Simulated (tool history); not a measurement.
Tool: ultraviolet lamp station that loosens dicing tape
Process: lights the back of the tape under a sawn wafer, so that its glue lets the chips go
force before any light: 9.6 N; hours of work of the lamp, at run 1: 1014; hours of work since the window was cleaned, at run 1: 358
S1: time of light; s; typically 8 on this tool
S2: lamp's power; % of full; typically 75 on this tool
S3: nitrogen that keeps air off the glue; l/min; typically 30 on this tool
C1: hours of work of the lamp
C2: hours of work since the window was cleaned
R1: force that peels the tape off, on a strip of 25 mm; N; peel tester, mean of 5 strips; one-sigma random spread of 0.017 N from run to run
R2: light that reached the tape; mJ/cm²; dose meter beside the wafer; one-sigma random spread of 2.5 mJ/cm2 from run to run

run,day,S1,S2,S3,C1,C2,R1,R2
1,0.000,8,75,30,1014,358,1.145,235
2,0.917,6,75,30,1028,371,1.865,180
3,2.396,6,75,30,1049,393,1.849,183
4,3.217,8,89,30,1060,404,0.838,279
5,4.967,8,89,30,1086,429,0.809,282
6,6.225,8,89,30,1104,448,0.847,280
7,7.200,8,89,30,1118,461,0.877,277
8,9.158,8,89,25,1146,490,0.975,275
9,10.758,6,83,25,1169,513,1.894,196
# day 11.671: window cleaned of glue's vapour
10,12.521,6,83,25,1194,12,1.727,201
11,14.346,6,83,25,1220,38,1.746,201
12,15.175,6,65,25,1232,50,2.511,154
13,16.550,7,95,50,1251,70,0.639,271

4 options for the next run, each taken on its own from the tool as it stands now. Forecast them:
A,17.467,12,73,24,1265,83,?,?
B,17.467,11,95,30,1265,83,?,?
C,17.467,12,75,30,1265,83,?,?
D,17.467,7,99,28,1265,83,?,?

run,R1,R2
A,0.618,347
B,0.368,415
C,0.488,357
D,0.874,280
Without the tool's hidden state the same runs would have given:
run,R1,R2
A,0.423,417
B,0.276,498
C,0.343,429
D,0.599,335
